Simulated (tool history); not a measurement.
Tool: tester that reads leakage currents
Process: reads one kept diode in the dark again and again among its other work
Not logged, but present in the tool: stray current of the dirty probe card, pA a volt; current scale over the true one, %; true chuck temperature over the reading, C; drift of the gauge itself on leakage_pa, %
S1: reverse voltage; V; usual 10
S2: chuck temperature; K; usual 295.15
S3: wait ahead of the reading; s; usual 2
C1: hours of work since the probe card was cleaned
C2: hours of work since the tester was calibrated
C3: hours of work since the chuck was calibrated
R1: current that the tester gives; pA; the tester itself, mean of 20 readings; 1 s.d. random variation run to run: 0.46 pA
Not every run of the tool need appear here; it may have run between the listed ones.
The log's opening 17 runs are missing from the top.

{"hour": 2763.8, "done": "probe card cleaned and baked"}
{"run": 18, "hour": 2791.6, "S1": 10, "S2": 295.15, "S3": 8.98, "C1": 16, "C2": 1603, "C3": 1331, "R1": 136.67}
{"run": 19, "hour": 2960.5, "S1": 10, "S2": 295.15, "S3": 8.98, "C1": 113, "C2": 1700, "C3": 1428, "R1": 137.58}
{"run": 20, "hour": 3141.9, "S1": 10, "S2": 295.15, "S3": 5.41, "C1": 217, "C2": 1805, "C3": 1533, "R1": 137.32}
{"run": 21, "hour": 3307.2, "S1": 10, "S2": 297.15, "S3": 2, "C1": 313, "C2": 1900, "C3": 1628, "R1": 165.92}
{"hour": 3328.6, "done": "chuck's temperature calibrated"}
{"run": 22, "hour": 3446.7, "S1": 10, "S2": 297.15, "S3": 2, "C1": 392, "C2": 1979, "C3": 68, "R1": 189.4}
{"run": 23, "hour": 3680.7, "S1": 10, "S2": 311.15, "S3": 3.48, "C1": 526, "C2": 2114, "C3": 203, "R1": 657.9}
{"run": 24, "hour": 3873.6, "S1": 1.2, "S2": 321.15, "S3": 2, "C1": 637, "C2": 2224, "C3": 314, "R1": 548.79}
{"run": 25, "hour": 4044.3, "S1": 1.4, "S2": 330.15, "S3": 0.79, "C1": 736, "C2": 2323, "C3": 412, "R1": 1206.67}

Predict the results of run 26:
{"run": 26, "hour": 4261.5, "S1": 2.4, "S2": 328.15, "S3": 9.65, "C1": 860, "C2": 2448, "C3": 537, "R1": "?"}

{"run 26": {"R1": 1323.66}}
Without the tool's hidden state the same run would have given R1 1339.83 pA.
